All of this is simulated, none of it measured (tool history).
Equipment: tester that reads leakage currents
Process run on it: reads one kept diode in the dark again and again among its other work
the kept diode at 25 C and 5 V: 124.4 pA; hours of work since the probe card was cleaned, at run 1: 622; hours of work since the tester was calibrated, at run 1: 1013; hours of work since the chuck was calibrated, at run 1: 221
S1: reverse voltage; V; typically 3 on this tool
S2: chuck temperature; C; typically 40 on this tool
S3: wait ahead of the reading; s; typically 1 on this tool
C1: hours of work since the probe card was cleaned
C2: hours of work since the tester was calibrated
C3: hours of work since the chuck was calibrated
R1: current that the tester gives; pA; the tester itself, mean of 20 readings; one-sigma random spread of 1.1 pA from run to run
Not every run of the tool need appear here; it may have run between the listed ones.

run   hour    S1  S2    S3   C1    C2   C3      R1
  1      0     3  40     1  622  1013  221   355.7
  2   79.7     3  40     1  658  1050  258  353.25
  3  123.4     3  40     1  678  1070  278  351.93
  4  170.3     3  40     1  700  1091  299  351.58
  5  226.1     3  40  0.37  726  1117  325  353.54
     234.2  -- chuck's temperature calibrated
  6    298   1.7  40  0.42  758  1149   29  257.87
  7  334.6  1.51  21  1.48  774  1166   46   44.81

For run 8, what comes out?
  8  413.3  5.83  26  0.48  811  1202  82   ?

Run 8 came out at R1 147.8 pA.
With no hidden state in the tool, this same run would have given R1 151.5 pA.

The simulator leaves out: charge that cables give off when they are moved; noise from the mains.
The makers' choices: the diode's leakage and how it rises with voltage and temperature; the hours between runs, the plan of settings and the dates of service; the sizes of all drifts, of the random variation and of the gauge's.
